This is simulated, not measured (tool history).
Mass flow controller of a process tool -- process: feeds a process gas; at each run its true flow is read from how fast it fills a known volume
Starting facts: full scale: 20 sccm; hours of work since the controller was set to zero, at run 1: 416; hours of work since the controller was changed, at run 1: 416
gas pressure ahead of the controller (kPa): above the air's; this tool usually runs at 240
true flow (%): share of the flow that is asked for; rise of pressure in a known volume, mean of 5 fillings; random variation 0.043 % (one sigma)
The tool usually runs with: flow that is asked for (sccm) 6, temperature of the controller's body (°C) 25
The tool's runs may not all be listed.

run	hour	flow that is asked for (sccm)	gas pressure ahead of the controller (kPa)	temperature of the controller's body (°C)	hours of work since the controller was set to zero	hours of work since the controller was changed	true flow (%)
1	0	6	240	25	416	416	99.14
2	89.4	6	240	25	464	464	99.24
3	172.3	6	240	25	510	510	99.15
# hour 178.3: controller's zero set anew
4	245	6	240	25	36	549	99.2
5	298.5	6	240	25	66	578	99.07
6	383.4	4	235	25	112	625	98.81
7	428.7	4	235	25	137	649	98.76
8	515.4	4	235	25	184	697	98.82
9	565.3	3	235	24	211	724	98.52
10	624.5	10	276	35	243	756	100.62

Consider 4 possible next runs. They are alternatives, not a sequence: every one starts from the tool as it was left by run 10. What does each give?
A	718	10	186	21	294	807	?
B	718	10	159	39	294	807	?
C	718	8	276	33	294	807	?
D	718	5	211	28	294	807	?

run	true flow (%)
A	98.71
B	100.32
C	100.33
D	99.11
Without the tool's hidden state the same runs would have given:
run	true flow (%)
A	98.86
B	100.47
C	100.54
D	99.47
